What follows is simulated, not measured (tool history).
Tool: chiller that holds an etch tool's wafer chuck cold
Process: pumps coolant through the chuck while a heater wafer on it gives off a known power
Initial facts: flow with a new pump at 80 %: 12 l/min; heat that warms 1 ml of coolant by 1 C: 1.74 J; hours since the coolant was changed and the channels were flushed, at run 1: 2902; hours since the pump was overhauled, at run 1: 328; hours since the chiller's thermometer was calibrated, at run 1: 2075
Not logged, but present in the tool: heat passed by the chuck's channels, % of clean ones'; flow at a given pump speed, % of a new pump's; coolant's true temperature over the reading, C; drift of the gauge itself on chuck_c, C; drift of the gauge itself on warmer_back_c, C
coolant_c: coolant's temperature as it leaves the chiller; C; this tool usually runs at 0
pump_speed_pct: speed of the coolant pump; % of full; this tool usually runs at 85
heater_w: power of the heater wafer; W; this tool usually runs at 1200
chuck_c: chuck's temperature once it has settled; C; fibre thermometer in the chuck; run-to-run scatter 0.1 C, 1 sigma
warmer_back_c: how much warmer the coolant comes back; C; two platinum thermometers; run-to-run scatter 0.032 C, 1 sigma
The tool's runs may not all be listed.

| run | hour | coolant_c | pump_speed_pct | heater_w | hours since the coolant was changed and the channels were flushed | hours since the pump was overhauled | hours since the chiller's thermometer was calibrated | chuck_c | warmer_back_c |
|---|---|---|---|---|---|---|---|---|---|
| 1 | 0 | 0 | 85 | 1200 | 2902 | 328 | 2075 | 12.6 | 3.26 |
| 2 | 28.4 | 0 | 85 | 1200 | 2930 | 356 | 2103 | 12.5 | 3.28 |
| 3 | 64.8 | 0 | 85 | 1200 | 2966 | 392 | 2139 | 12.7 | 3.3 |
| 4 | 116.6 | 0 | 85 | 1200 | 3018 | 444 | 2191 | 12.7 | 3.25 |
| 5 | 168.8 | 0 | 85 | 1200 | 3070 | 497 | 2243 | 12.5 | 3.28 |
| 6 | 225.5 | 0 | 85 | 1200 | 3127 | 553 | 2300 | 12.6 | 3.28 |
| 7 | 280.2 | 0 | 85 | 1200 | 3182 | 608 | 2355 | 12.6 | 3.26 |
| 8 | 340 | 0 | 85 | 1200 | 3242 | 668 | 2415 | 12.5 | 3.28 |
| 9 | 397.6 | 0 | 86 | 1200 | 3299 | 725 | 2472 | 12.4 | 3.2 |
| 10 | 460.2 | 0 | 64 | 1200 | 3362 | 788 | 2535 | 14.6 | 4.26 |
| 11 | 495.7 | 0 | 64 | 1467 | 3397 | 823 | 2570 | 17.9 | 5.19 |
| 12 | 535.4 | 0 | 64 | 1467 | 3437 | 863 | 2610 | 17.9 | 5.17 |
| 13 | 565.5 | 0 | 85 | 1200 | 3467 | 893 | 2640 | 12.5 | 3.28 |
| 14 | 619.8 | 0 | 85 | 1200 | 3521 | 947 | 2694 | 12.5 | 3.29 |
| 15 | 683.1 | 0 | 85 | 1200 | 3585 | 1011 | 2758 | 12.7 | 3.3 |
| 16 | 748.3 | 0 | 85 | 1200 | 3650 | 1076 | 2823 | 12.6 | 3.25 |
| 17 | 808.7 | -2 | 65 | 649 | 3710 | 1136 | 2883 | 5.8 | 2.27 |
| 18 | 840.4 | 0 | 65 | 905 | 3742 | 1168 | 2915 | 11.1 | 3.17 |
| 19 | 868.3 | 0 | 65 | 905 | 3770 | 1196 | 2943 | 11 | 3.17 |
| 20 | 932.1 | 4 | 79 | 1430 | 3834 | 1260 | 3007 | 19.6 | 4.15 |
| 21 | 977.1 | 0 | 70 | 977 | 3879 | 1305 | 3052 | 11.2 | 3.22 |
| 22 | 1045 | -5 | 77 | 1160 | 3947 | 1373 | 3120 | 7.7 | 3.49 |
| 23 | 1072.7 | -5 | 77 | 1160 | 3974 | 1400 | 3147 | 7.7 | 3.45 |
| 24 | 1106.7 | -5 | 77 | 1160 | 4008 | 1434 | 3181 | 7.9 | 3.49 |

Predict the results of run 25:
| 25 | 1165.6 | -7 | 93 | 1182 | 4067 | 1493 | 3240 | ? | ? |

chuck_c: 4.9 C
warmer_back_c: 2.94 C
Take away the tool's hidden state, keep the run-to-run variation as it was, and the same run would have given chuck_c 4.9 C, warmer_back_c 2.94 C.

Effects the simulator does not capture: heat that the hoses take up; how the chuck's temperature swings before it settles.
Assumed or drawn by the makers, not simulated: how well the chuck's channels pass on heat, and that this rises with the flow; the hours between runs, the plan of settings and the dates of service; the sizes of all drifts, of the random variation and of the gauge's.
